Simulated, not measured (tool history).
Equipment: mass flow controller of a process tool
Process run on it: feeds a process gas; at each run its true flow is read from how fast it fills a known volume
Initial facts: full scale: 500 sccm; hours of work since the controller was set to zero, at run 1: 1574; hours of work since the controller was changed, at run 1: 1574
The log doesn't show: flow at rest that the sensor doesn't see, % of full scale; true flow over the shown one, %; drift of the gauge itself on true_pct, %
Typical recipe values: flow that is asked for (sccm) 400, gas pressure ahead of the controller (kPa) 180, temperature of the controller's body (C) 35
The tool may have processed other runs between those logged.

| run | day | flow that is asked for (sccm) | gas pressure ahead of the controller (kPa) | temperature of the controller's body (C) | hours of work since the controller was set to zero | hours of work since the controller was changed | true flow (%) |
|---|---|---|---|---|---|---|---|
| 1 | 0 | 400 | 180 | 35 | 1574 | 1574 | 99.64 |
| 2 | 3.242 | 400 | 180 | 35 | 1634 | 1634 | 99.73 |
| 3 | 4.838 | 400 | 180 | 35 | 1663 | 1663 | 99.66 |
| 4 | 8.112 | 400 | 180 | 35 | 1723 | 1723 | 99.6 |
| 5 | 10.758 | 400 | 140 | 35 | 1771 | 1771 | 99.84 |
| 6 | 12.096 | 400 | 140 | 35 | 1796 | 1796 | 99.94 |
| 7 | 15.2 | 151 | 140 | 29 | 1853 | 1853 | 100.29 |
| 8 | 16.592 | 120 | 140 | 31 | 1878 | 1878 | 100.42 |
| 9 | 18.217 | 400 | 214 | 28 | 1908 | 1908 | 99.62 |
| 10 | 20.833 | 400 | 180 | 24 | 1956 | 1956 | 100.2 |
| 11 | 22.688 | 400 | 256 | 39 | 1990 | 1990 | 98.69 |

Predict the results of run 12:
| 12 | 24.733 | 93 | 199 | 37 | 2027 | 2027 | ? |

true flow (%): 99.95
Minus the tool's unlogged condition, the same run would have read true flow (%) 98.94.
